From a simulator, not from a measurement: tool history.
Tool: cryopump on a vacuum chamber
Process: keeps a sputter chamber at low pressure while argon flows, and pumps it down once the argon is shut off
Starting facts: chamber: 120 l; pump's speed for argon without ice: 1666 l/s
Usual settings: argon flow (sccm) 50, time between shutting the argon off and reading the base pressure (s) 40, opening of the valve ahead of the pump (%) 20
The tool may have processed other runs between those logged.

run	hour	argon flow (sccm)	time between shutting the argon off and reading the base pressure (s)	opening of the valve ahead of the pump (%)	pressure while argon flows (Pa)	pressure after the wait (uPa)
1	0.0	50	40	20	0.2665	1.77
2	49.8	50	40	20	0.2657	1.90
3	88.9	50	40	20	0.2646	1.94
4	142.7	50	40	20	0.2678	1.97
5	213.6	50	40	20	0.2700	2.00
6	287.1	66	40	20	0.3545	2.05
7	363.7	66	40	20	0.3598	2.09
# hour 377.5: pump warmed up, emptied and cooled again
8	424.3	66	40	20	0.3358	1.81
9	474.9	50	40	20	0.2549	1.86
10	515.6	50	40	20	0.2547	1.90
11	583.7	38	40	20	0.1943	1.95
12	649.5	38	40	20	0.1964	1.96
13	681.1	50	40	42	0.1252	2.02
14	725.4	50	40	42	0.1248	1.97
15	792.6	50	40	42	0.1268	2.12
16	832.7	50	40	42	0.1266	2.13
17	887.0	50	40	42	0.1265	2.18
18	929.4	29	91	42	0.0739	1.71
19	980.2	76	104	22	0.3626	1.70
20	1053.9	76	131	33	0.2476	1.64
21	1086.7	80	24	21	0.3986	2.87
22	1159.6	50	74	20	0.2648	2.00
23	1207.5	99	40	39	0.2800	2.41
24	1264.6	55	156	24	0.2454	1.77
25	1334.0	26	35	29	0.0984	2.61
26	1383.8	46	72	27	0.1853	2.16
27	1459.8	46	72	27	0.1859	2.22
28	1494.3	32	116	21	0.1632	2.10
# hour 1530.8: pump warmed up, emptied and cooled again
29	1530.8	32	116	21	0.1550	1.69
30	1607.2	32	116	21	0.1569	1.75
31	1670.0	49	116	20	0.2505	1.82
32	1722.2	21	31	20	0.1079	2.65
33	1788.5	49	29	20	0.2520	2.76

Here are 3 independent what-if runs from the current tool condition. What would each one return?
A	1855.2	25	29	58	?	?
B	1855.2	75	202	23	?	?
C	1855.2	55	40	20	?	?

run	pressure while argon flows (Pa)	pressure after the wait (uPa)
A	0.0454	2.95
B	0.3384	1.83
C	0.2844	2.58
Take away the tool's hidden state, keep each run's random variation, and the runs would have read:
run	pressure while argon flows (Pa)	pressure after the wait (uPa)
A	0.0430	1.44
B	0.3311	0.36
C	0.2791	1.07
